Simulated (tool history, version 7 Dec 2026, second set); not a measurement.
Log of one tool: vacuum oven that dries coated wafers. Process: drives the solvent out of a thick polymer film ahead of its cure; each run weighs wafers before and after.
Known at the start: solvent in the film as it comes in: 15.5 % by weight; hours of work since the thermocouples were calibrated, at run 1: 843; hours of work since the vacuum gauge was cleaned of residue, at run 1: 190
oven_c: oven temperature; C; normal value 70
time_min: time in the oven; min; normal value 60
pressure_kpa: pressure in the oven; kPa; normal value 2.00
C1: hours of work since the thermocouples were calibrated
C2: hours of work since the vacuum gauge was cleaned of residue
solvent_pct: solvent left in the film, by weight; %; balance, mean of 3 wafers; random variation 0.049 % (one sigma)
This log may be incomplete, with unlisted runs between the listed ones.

Run 1, day 0.000: usual settings; C1 843; C2 190. Result: solvent_pct 3.70 %.
Run 2, day 1.446: usual settings but oven_c 61 C; C1 865; C2 212. Result: solvent_pct 7.14 %.
At day 2.258: oven's thermocouples calibrated.
Run 3, day 2.675: usual settings but oven_c 61 C; C1 6; C2 230. Result: solvent_pct 7.56 %.
Run 4, day 4.300: usual settings; C1 31; C2 255. Result: solvent_pct 4.05 %.
Run 5, day 5.271: usual settings; C1 46; C2 270. Result: solvent_pct 4.04 %.
At day 6.362: oven's thermocouples calibrated, once more.
Run 6, day 6.479: usual settings; C1 2; C2 287. Result: solvent_pct 3.27 %.
Run 7, day 8.217: usual settings but time_min 51 min; C1 28; C2 313. Result: solvent_pct 3.73 %.
Run 8, day 9.162: usual settings but time_min 35 min, pressure_kpa 1.19 kPa; C1 43; C2 328. Result: solvent_pct 3.83 %.
Run 9, day 10.483: usual settings but oven_c 63 C, time_min 86 min, pressure_kpa 1.19 kPa; C1 63; C2 348. Result: solvent_pct 3.45 %.
Run 10, day 11.950: usual settings but oven_c 63 C, time_min 87 min, pressure_kpa 2.40 kPa; C1 86; C2 371. Result: solvent_pct 5.26 %.
Run 11, day 13.267: usual settings but oven_c 63 C, time_min 87 min, pressure_kpa 2.40 kPa; C1 106; C2 391. Result: solvent_pct 5.36 %.

The same runs without the tool's hidden state, with the same run-to-run variation:
What the log doesn't record here: true wafer temperature over the reading, C; true pressure over the reading, kPa; drift of the gauge itself on solvent_pct, %.
run  solvent_pct
  1         3.25
  2         6.43
  3         6.40
  4         3.24
  5         3.22
  6         3.23
  7         3.69
  8         3.78
  9         3.35
 10         5.15
 11         5.23
